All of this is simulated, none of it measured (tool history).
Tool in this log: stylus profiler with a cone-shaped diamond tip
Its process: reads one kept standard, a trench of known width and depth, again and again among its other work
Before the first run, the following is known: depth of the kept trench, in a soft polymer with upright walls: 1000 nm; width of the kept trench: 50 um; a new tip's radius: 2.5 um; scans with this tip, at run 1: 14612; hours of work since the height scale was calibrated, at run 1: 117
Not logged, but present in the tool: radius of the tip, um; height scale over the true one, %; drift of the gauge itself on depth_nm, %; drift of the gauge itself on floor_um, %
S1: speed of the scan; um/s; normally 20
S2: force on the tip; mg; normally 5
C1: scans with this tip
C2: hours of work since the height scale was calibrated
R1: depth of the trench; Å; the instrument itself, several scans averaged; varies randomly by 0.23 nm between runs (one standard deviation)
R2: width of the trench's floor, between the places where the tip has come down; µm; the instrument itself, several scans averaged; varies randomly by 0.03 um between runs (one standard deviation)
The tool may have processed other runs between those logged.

Run 1, hour 0: usual settings; C1 14612; C2 117. Result: R1 10216.4 Å, R2 44.69 µm.
Run 2, hour 71.1: usual settings; C1 15290; C2 165. Result: R1 10218.5 Å, R2 44.7 µm.
Run 3, hour 121: usual settings; C1 15765; C2 198. Result: R1 10220.2 Å, R2 44.7 µm.
Run 4, hour 167.8: usual settings; C1 16212; C2 230. Result: R1 10228.7 Å, R2 44.65 µm.
Run 5, hour 206.9: usual settings but S2 5.76 mg; C1 16585; C2 256. Result: R1 10248 Å, R2 44.64 µm.
Run 6, hour 262.3: usual settings but S1 6 um/s, S2 5.76 mg; C1 17113; C2 293. Result: R1 10247 Å, R2 44.6 µm.
Run 7, hour 293.7: usual settings but S1 11 um/s, S2 5.76 mg; C1 17413; C2 314. Result: R1 10249.9 Å, R2 44.51 µm.
Run 8, hour 358.6: usual settings but S1 22 um/s; C1 18032; C2 358. Result: R1 10233.1 Å, R2 44.46 µm.
Run 9, hour 393.6: usual settings but S2 4.29 mg; C1 18366; C2 381. Result: R1 10213.3 Å, R2 44.4 µm.
At hour 399.1: height scale calibrated on a step standard.
Run 10, hour 436.9: usual settings but S2 4.29 mg; C1 18774; C2 25. Result: R1 10221.5 Å, R2 44.37 µm.
Run 11, hour 491.8: usual settings but S2 4.29 mg; C1 19297; C2 62. Result: R1 10220.3 Å, R2 44.38 µm.
Run 12, hour 523.9: usual settings; C1 19604; C2 84. Result: R1 10246.1 Å, R2 44.38 µm.
Run 13, hour 565.9: usual settings; C1 20005; C2 112. Result: R1 10248.9 Å, R2 44.34 µm.
Run 14, hour 634.2: usual settings but S1 11 um/s, S2 4.03 mg; C1 20656; C2 158. Result: R1 10222.3 Å, R2 44.37 µm.
Run 15, hour 676: usual settings but S1 11 um/s, S2 4.03 mg; C1 21055; C2 186. Result: R1 10217.9 Å, R2 44.38 µm.
Run 16, hour 728.9: usual settings but S1 7 um/s, S2 1.69 mg; C1 21560; C2 221. Result: R1 10150.9 Å, R2 44.25 µm.
Run 17, hour 767.3: usual settings but S1 14 um/s, S2 2.73 mg; C1 21925; C2 247. Result: R1 10184.9 Å, R2 44.22 µm.
At hour 789.7: height scale calibrated on a step standard, once more.
Run 18, hour 824.8: usual settings but S1 14 um/s, S2 2.85 mg; C1 22470; C2 24. Result: R1 10138.5 Å, R2 44.18 µm.
Run 19, hour 885.9: usual settings but S1 14 um/s, S2 2.85 mg; C1 23052; C2 65. Result: R1 10146.7 Å, R2 44.15 µm.
At hour 919.7: new tip fitted, height scale calibrated.
Run 20, hour 953.3: usual settings but S1 19 um/s, S2 10.11 mg; C1 321; C2 23. Result: R1 10340.4 Å, R2 45.97 µm.
Run 21, hour 994.1: usual settings but S1 61 um/s, S2 10.11 mg; C1 710; C2 50. Result: R1 10344.6 Å, R2 45.8 µm.
Run 22, hour 1042.9: usual settings but S1 12 um/s, S2 2.16 mg; C1 1176; C2 83. Result: R1 10125.6 Å, R2 45.87 µm.
Run 23, hour 1106.1: usual settings but S1 12 um/s, S2 2.16 mg; C1 1779; C2 125. Result: R1 10130.5 Å, R2 45.81 µm.
Run 24, hour 1165.3: usual settings but S1 12 um/s, S2 2.16 mg; C1 2343; C2 165. Result: R1 10134.9 Å, R2 45.75 µm.

Hidden condition of the tool, last listed run before each entry between runs versus first listed run after:
Between runs 9 and 10: height scale calibrated on a step standard (hour 399.1)
  radius of the tip, um: 4.27 -> 4.31; height scale over the true one, %: 0.226 -> 0.343
  the result without the hidden state subtracted from the measured one, R1: +23.1 -> +34.9 Å; R2: -1.5 -> -1.51 µm
Between runs 17 and 18: height scale calibrated on a step standard, once more (hour 789.7)
  radius of the tip, um: 4.6 -> 4.65; height scale over the true one, %: 0.457 -> -0.005
  the result without the hidden state subtracted from the measured one, R1: +46.3 -> -0.5 Å; R2: -1.73 -> -1.76 µm
Between runs 19 and 20: new tip fitted, height scale calibrated (hour 919.7)
  radius of the tip, um: 4.7 -> 2.51; height scale over the true one, %: 0.014 -> 0.057
  the result without the hidden state subtracted from the measured one, R1: +1.4 -> +6 Å; R2: -1.8 -> -0.02 µm
